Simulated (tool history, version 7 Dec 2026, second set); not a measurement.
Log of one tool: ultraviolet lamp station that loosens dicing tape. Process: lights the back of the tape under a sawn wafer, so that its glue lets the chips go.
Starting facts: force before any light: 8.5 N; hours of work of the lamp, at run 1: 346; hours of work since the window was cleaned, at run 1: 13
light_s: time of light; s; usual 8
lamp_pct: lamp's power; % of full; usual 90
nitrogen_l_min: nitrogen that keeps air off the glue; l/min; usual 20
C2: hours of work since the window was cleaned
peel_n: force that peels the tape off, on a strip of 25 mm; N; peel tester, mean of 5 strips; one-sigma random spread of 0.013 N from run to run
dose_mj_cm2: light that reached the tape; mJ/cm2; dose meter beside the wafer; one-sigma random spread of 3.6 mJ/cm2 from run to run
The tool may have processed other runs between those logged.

run 1 day=0.000 | light_s=8 lamp_pct=90 nitrogen_l_min=20 | hours_of_work_of_the_lamp=346 C2=13 | peel_n=0.702 dose_mj_cm2=575
run 2 day=1.125 | light_s=8 lamp_pct=90 nitrogen_l_min=20 | hours_of_work_of_the_lamp=359 C2=25 | peel_n=0.713 dose_mj_cm2=564
run 3 day=1.979 | light_s=8 lamp_pct=90 nitrogen_l_min=20 | hours_of_work_of_the_lamp=368 C2=35 | peel_n=0.739 dose_mj_cm2=571
run 4 day=2.838 | light_s=8 lamp_pct=90 nitrogen_l_min=20 | hours_of_work_of_the_lamp=377 C2=44 | peel_n=0.734 dose_mj_cm2=565
run 5 day=4.100 | light_s=15 lamp_pct=90 nitrogen_l_min=20 | hours_of_work_of_the_lamp=391 C2=58 | peel_n=0.199 dose_mj_cm2=1037
run 6 day=5.367 | light_s=15 lamp_pct=90 nitrogen_l_min=20 | hours_of_work_of_the_lamp=405 C2=72 | peel_n=0.198 dose_mj_cm2=1051
run 7 day=6.279 | light_s=8 lamp_pct=98 nitrogen_l_min=20 | hours_of_work_of_the_lamp=415 C2=81 | peel_n=0.636 dose_mj_cm2=611
run 8 day=7.175 | light_s=8 lamp_pct=98 nitrogen_l_min=20 | hours_of_work_of_the_lamp=424 C2=91 | peel_n=0.634 dose_mj_cm2=608
run 9 day=8.162 | light_s=8 lamp_pct=98 nitrogen_l_min=20 | hours_of_work_of_the_lamp=435 C2=102 | peel_n=0.637 dose_mj_cm2=602
run 10 day=8.992 | light_s=8 lamp_pct=90 nitrogen_l_min=20 | hours_of_work_of_the_lamp=444 C2=111 | peel_n=0.799 dose_mj_cm2=551
run 11 day=10.188 | light_s=8 lamp_pct=90 nitrogen_l_min=13 | hours_of_work_of_the_lamp=457 C2=124 | peel_n=0.992 dose_mj_cm2=547
run 12 day=10.758 | light_s=8 lamp_pct=90 nitrogen_l_min=13 | hours_of_work_of_the_lamp=463 C2=130 | peel_n=0.988 dose_mj_cm2=550
run 13 day=11.379 | light_s=8 lamp_pct=90 nitrogen_l_min=13 | hours_of_work_of_the_lamp=470 C2=137 | peel_n=0.974 dose_mj_cm2=544
run 14 day=12.629 | light_s=8 lamp_pct=90 nitrogen_l_min=13 | hours_of_work_of_the_lamp=484 C2=150 | peel_n=1.033 dose_mj_cm2=542
run 15 day=13.525 | light_s=8 lamp_pct=90 nitrogen_l_min=13 | hours_of_work_of_the_lamp=493 C2=160 | peel_n=1.019 dose_mj_cm2=543
run 16 day=14.700 | light_s=8 lamp_pct=89 nitrogen_l_min=13 | hours_of_work_of_the_lamp=506 C2=173 | peel_n=1.055 dose_mj_cm2=536
run 17 day=15.517 | light_s=8 lamp_pct=89 nitrogen_l_min=13 | hours_of_work_of_the_lamp=515 C2=182 | peel_n=1.062 dose_mj_cm2=528
run 18 day=16.150 | light_s=8 lamp_pct=89 nitrogen_l_min=13 | hours_of_work_of_the_lamp=522 C2=189 | peel_n=1.037 dose_mj_cm2=527
run 19 day=17.033 | light_s=8 lamp_pct=90 nitrogen_l_min=8 | hours_of_work_of_the_lamp=531 C2=198 | peel_n=1.397 dose_mj_cm2=535
run 20 day=17.733 | light_s=8 lamp_pct=90 nitrogen_l_min=8 | hours_of_work_of_the_lamp=539 C2=206 | peel_n=1.381 dose_mj_cm2=537
run 21 day=18.317 | light_s=8 lamp_pct=83 nitrogen_l_min=20 | hours_of_work_of_the_lamp=545 C2=212 | peel_n=1.005 dose_mj_cm2=493
run 22 day=19.562 | light_s=8 lamp_pct=83 nitrogen_l_min=20 | hours_of_work_of_the_lamp=559 C2=226 | peel_n=1.020 dose_mj_cm2=484
run 23 day=20.512 | light_s=16 lamp_pct=72 nitrogen_l_min=20 | hours_of_work_of_the_lamp=569 C2=236 | peel_n=0.299 dose_mj_cm2=843
run 24 day=21.267 | light_s=5 lamp_pct=85 nitrogen_l_min=11 | hours_of_work_of_the_lamp=578 C2=244 | peel_n=2.730 dose_mj_cm2=309
-- day=21.450 window cleaned of glue's vapour
run 25 day=22.229 | light_s=10 lamp_pct=90 nitrogen_l_min=8 | hours_of_work_of_the_lamp=588 C2=8 | peel_n=0.847 dose_mj_cm2=689
run 26 day=23.308 | light_s=10 lamp_pct=81 nitrogen_l_min=8 | hours_of_work_of_the_lamp=599 C2=20 | peel_n=1.051 dose_mj_cm2=621
run 27 day=24.512 | light_s=6 lamp_pct=75 nitrogen_l_min=21 | hours_of_work_of_the_lamp=613 C2=33 | peel_n=1.754 dose_mj_cm2=341
run 28 day=25.112 | light_s=6 lamp_pct=75 nitrogen_l_min=21 | hours_of_work_of_the_lamp=619 C2=40 | peel_n=1.788 dose_mj_cm2=334
run 29 day=25.692 | light_s=6 lamp_pct=75 nitrogen_l_min=21 | hours_of_work_of_the_lamp=625 C2=46 | peel_n=1.740 dose_mj_cm2=343
run 30 day=26.554 | light_s=6 lamp_pct=78 nitrogen_l_min=22 | hours_of_work_of_the_lamp=635 C2=55 | peel_n=1.718 dose_mj_cm2=351
run 31 day=27.538 | light_s=6 lamp_pct=71 nitrogen_l_min=36 | hours_of_work_of_the_lamp=645 C2=66 | peel_n=1.675 dose_mj_cm2=319
run 32 day=28.758 | light_s=6 lamp_pct=71 nitrogen_l_min=36 | hours_of_work_of_the_lamp=659 C2=79 | peel_n=1.600 dose_mj_cm2=320
run 33 day=29.888 | light_s=7 lamp_pct=90 nitrogen_l_min=23 | hours_of_work_of_the_lamp=671 C2=92 | peel_n=0.981 dose_mj_cm2=472
run 34 day=30.679 | light_s=12 lamp_pct=83 nitrogen_l_min=12 | hours_of_work_of_the_lamp=680 C2=100 | peel_n=0.560 dose_mj_cm2=742
run 35 day=31.225 | light_s=12 lamp_pct=83 nitrogen_l_min=12 | hours_of_work_of_the_lamp=685 C2=106 | peel_n=0.541 dose_mj_cm2=738
run 36 day=32.392 | light_s=6 lamp_pct=65 nitrogen_l_min=9 | hours_of_work_of_the_lamp=698 C2=119 | peel_n=3.032 dose_mj_cm2=292
run 37 day=33.308 | light_s=14 lamp_pct=78 nitrogen_l_min=28 | hours_of_work_of_the_lamp=708 C2=129 | peel_n=0.272 dose_mj_cm2=804
run 38 day=34.392 | light_s=7 lamp_pct=78 nitrogen_l_min=28 | hours_of_work_of_the_lamp=720 C2=141 | peel_n=1.245 dose_mj_cm2=399
run 39 day=35.625 | light_s=7 lamp_pct=78 nitrogen_l_min=28 | hours_of_work_of_the_lamp=733 C2=154 | peel_n=1.303 dose_mj_cm2=400
run 40 day=36.521 | light_s=7 lamp_pct=78 nitrogen_l_min=28 | hours_of_work_of_the_lamp=743 C2=164 | peel_n=1.220 dose_mj_cm2=396
run 41 day=37.525 | light_s=8 lamp_pct=90 nitrogen_l_min=11 | hours_of_work_of_the_lamp=754 C2=175 | peel_n=1.204 dose_mj_cm2=519

Take each entry between the runs: how does the hidden state at the last listed run before it differ from the hidden state at the first listed run after it?
Between runs 24 and 25: window cleaned of glue's vapour (day 21.450)
  lamp's light, % of a new lamp's: 91.1 -> 91; light that the window lets through, % of a clean one's: 94.8 -> 99.7
  measured minus no-state result, peel_n: +0.454 -> +0.157 N; dose_mj_cm2: -49 -> -71 mJ/cm2
